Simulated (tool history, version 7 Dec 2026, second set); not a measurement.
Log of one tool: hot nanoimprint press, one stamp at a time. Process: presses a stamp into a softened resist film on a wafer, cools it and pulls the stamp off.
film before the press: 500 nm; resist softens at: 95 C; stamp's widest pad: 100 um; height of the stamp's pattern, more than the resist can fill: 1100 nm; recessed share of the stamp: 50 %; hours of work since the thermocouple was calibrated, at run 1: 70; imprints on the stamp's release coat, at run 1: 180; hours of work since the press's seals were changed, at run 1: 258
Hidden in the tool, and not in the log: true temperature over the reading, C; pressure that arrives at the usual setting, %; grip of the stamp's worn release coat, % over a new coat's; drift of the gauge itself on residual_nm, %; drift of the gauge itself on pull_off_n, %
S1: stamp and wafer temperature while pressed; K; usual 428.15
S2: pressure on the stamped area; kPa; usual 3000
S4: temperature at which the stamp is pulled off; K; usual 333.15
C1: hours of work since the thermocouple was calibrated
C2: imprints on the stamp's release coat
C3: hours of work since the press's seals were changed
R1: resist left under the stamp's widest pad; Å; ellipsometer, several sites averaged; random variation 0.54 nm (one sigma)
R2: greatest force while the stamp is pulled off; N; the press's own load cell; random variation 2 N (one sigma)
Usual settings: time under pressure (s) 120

{"run": 1, "hour": 0.0, "S1": 428.15, "S2": 3000, "time under pressure (s)": 120, "S4": 333.15, "C1": 70, "C2": 180, "C3": 258, "R1": 2256, "R2": 196}
{"run": 2, "hour": 9.6, "S1": 428.15, "S2": 3000, "time under pressure (s)": 120, "S4": 333.15, "C1": 76, "C2": 208, "C3": 264, "R1": 2255, "R2": 198}
{"run": 3, "hour": 26.3, "S1": 428.15, "S2": 3000, "time under pressure (s)": 120, "S4": 333.15, "C1": 87, "C2": 256, "C3": 275, "R1": 2242, "R2": 201}
{"run": 4, "hour": 38.5, "S1": 428.15, "S2": 3000, "time under pressure (s)": 120, "S4": 333.15, "C1": 95, "C2": 292, "C3": 283, "R1": 2243, "R2": 201}
{"run": 5, "hour": 51.6, "S1": 428.15, "S2": 3000, "time under pressure (s)": 123, "S4": 333.15, "C1": 104, "C2": 330, "C3": 292, "R1": 2222, "R2": 194}
{"run": 6, "hour": 74.6, "S1": 428.15, "S2": 3000, "time under pressure (s)": 95, "S4": 333.15, "C1": 119, "C2": 397, "C3": 307, "R1": 2454, "R2": 198}
{"run": 7, "hour": 97.9, "S1": 428.15, "S2": 3000, "time under pressure (s)": 120, "S4": 333.15, "C1": 134, "C2": 464, "C3": 322, "R1": 2261, "R2": 201}
{"run": 8, "hour": 107.9, "S1": 428.15, "S2": 3000, "time under pressure (s)": 120, "S4": 333.15, "C1": 141, "C2": 493, "C3": 329, "R1": 2260, "R2": 198}
{"run": 9, "hour": 121.2, "S1": 428.15, "S2": 3000, "time under pressure (s)": 77, "S4": 333.15, "C1": 150, "C2": 532, "C3": 338, "R1": 2660, "R2": 196}
{"run": 10, "hour": 138.2, "S1": 428.15, "S2": 3000, "time under pressure (s)": 120, "S4": 333.15, "C1": 161, "C2": 581, "C3": 349, "R1": 2258, "R2": 197}
{"run": 11, "hour": 161.9, "S1": 428.15, "S2": 3000, "time under pressure (s)": 120, "S4": 333.15, "C1": 176, "C2": 650, "C3": 365, "R1": 2252, "R2": 198}
{"run": 12, "hour": 181.2, "S1": 428.15, "S2": 3000, "time under pressure (s)": 120, "S4": 333.15, "C1": 189, "C2": 706, "C3": 377, "R1": 2258, "R2": 197}
{"run": 13, "hour": 196.9, "S1": 428.15, "S2": 3000, "time under pressure (s)": 120, "S4": 327.15, "C1": 199, "C2": 752, "C3": 388, "R1": 2259, "R2": 209}
{"run": 14, "hour": 216.3, "S1": 428.15, "S2": 3000, "time under pressure (s)": 138, "S4": 333.15, "C1": 212, "C2": 808, "C3": 400, "R1": 2133, "R2": 201}
{"hour": 242.8, "done": "stamp cleaned and given a new release coat"}
{"run": 15, "hour": 243.6, "S1": 428.15, "S2": 3000, "time under pressure (s)": 138, "S4": 333.15, "C1": 226, "C2": 2, "C3": 414, "R1": 2147, "R2": 198}
{"run": 16, "hour": 262.5, "S1": 428.15, "S2": 3000, "time under pressure (s)": 138, "S4": 331.15, "C1": 239, "C2": 57, "C3": 427, "R1": 2143, "R2": 198}
{"run": 17, "hour": 280.0, "S1": 428.15, "S2": 3000, "time under pressure (s)": 138, "S4": 331.15, "C1": 250, "C2": 107, "C3": 438, "R1": 2137, "R2": 201}
{"run": 18, "hour": 291.6, "S1": 428.15, "S2": 3000, "time under pressure (s)": 138, "S4": 331.15, "C1": 258, "C2": 141, "C3": 446, "R1": 2145, "R2": 201}
{"run": 19, "hour": 311.9, "S1": 422.15, "S2": 3000, "time under pressure (s)": 120, "S4": 333.15, "C1": 271, "C2": 200, "C3": 459, "R1": 2895, "R2": 198}
{"run": 20, "hour": 322.2, "S1": 440.15, "S2": 2310, "time under pressure (s)": 120, "S4": 333.15, "C1": 278, "C2": 230, "C3": 466, "R1": 1572, "R2": 198}
{"run": 21, "hour": 331.9, "S1": 418.15, "S2": 2410, "time under pressure (s)": 236, "S4": 332.15, "C1": 284, "C2": 258, "C3": 472, "R1": 2963, "R2": 200}
{"run": 22, "hour": 348.3, "S1": 416.15, "S2": 2720, "time under pressure (s)": 64, "S4": 322.15, "C1": 295, "C2": 306, "C3": 483, "R1": 4175, "R2": 219}
{"run": 23, "hour": 361.2, "S1": 425.15, "S2": 3000, "time under pressure (s)": 120, "S4": 324.15, "C1": 304, "C2": 343, "C3": 492, "R1": 2567, "R2": 218}
{"run": 24, "hour": 378.7, "S1": 425.15, "S2": 3000, "time under pressure (s)": 120, "S4": 324.15, "C1": 315, "C2": 394, "C3": 503, "R1": 2574, "R2": 219}
{"run": 25, "hour": 391.8, "S1": 425.15, "S2": 3000, "time under pressure (s)": 120, "S4": 324.15, "C1": 324, "C2": 432, "C3": 512, "R1": 2574, "R2": 214}
{"run": 26, "hour": 415.4, "S1": 421.15, "S2": 2700, "time under pressure (s)": 78, "S4": 336.15, "C1": 339, "C2": 500, "C3": 527, "R1": 3541, "R2": 192}
{"run": 27, "hour": 426.5, "S1": 427.15, "S2": 4000, "time under pressure (s)": 170, "S4": 322.15, "C1": 346, "C2": 533, "C3": 535, "R1": 1818, "R2": 223}
{"run": 28, "hour": 444.1, "S1": 427.15, "S2": 4000, "time under pressure (s)": 170, "S4": 322.15, "C1": 358, "C2": 584, "C3": 546, "R1": 1820, "R2": 219}
{"run": 29, "hour": 465.5, "S1": 427.15, "S2": 4000, "time under pressure (s)": 170, "S4": 322.15, "C1": 372, "C2": 646, "C3": 560, "R1": 1818, "R2": 220}

4 ways to go on from here, each from the tool as it stands after run 29. What would each give?
{"run": "A", "hour": 486.0, "S1": 428.15, "S2": 3880, "time under pressure (s)": 109, "S4": 325.15, "C1": 386, "C2": 705, "C3": 574, "R1": "?", "R2": "?"}
{"run": "B", "hour": 486.0, "S1": 428.15, "S2": 4180, "time under pressure (s)": 120, "S4": 326.15, "C1": 386, "C2": 705, "C3": 574, "R1": "?", "R2": "?"}
{"run": "C", "hour": 486.0, "S1": 428.15, "S2": 3950, "time under pressure (s)": 148, "S4": 333.15, "C1": 386, "C2": 705, "C3": 574, "R1": "?", "R2": "?"}
{"run": "D", "hour": 486.0, "S1": 432.15, "S2": 2340, "time under pressure (s)": 91, "S4": 333.15, "C1": 386, "C2": 705, "C3": 574, "R1": "?", "R2": "?"}

run=A R1=2124 R2=215
run=B R1=1966 R2=211
run=C R1=1847 R2=201
run=D R1=2400 R2=197
Without the tool's hidden state the same runs would have given:
run=A R1=2098 R2=213
run=B R1=1942 R2=210
run=C R1=1824 R2=200
run=D R1=2371 R2=196
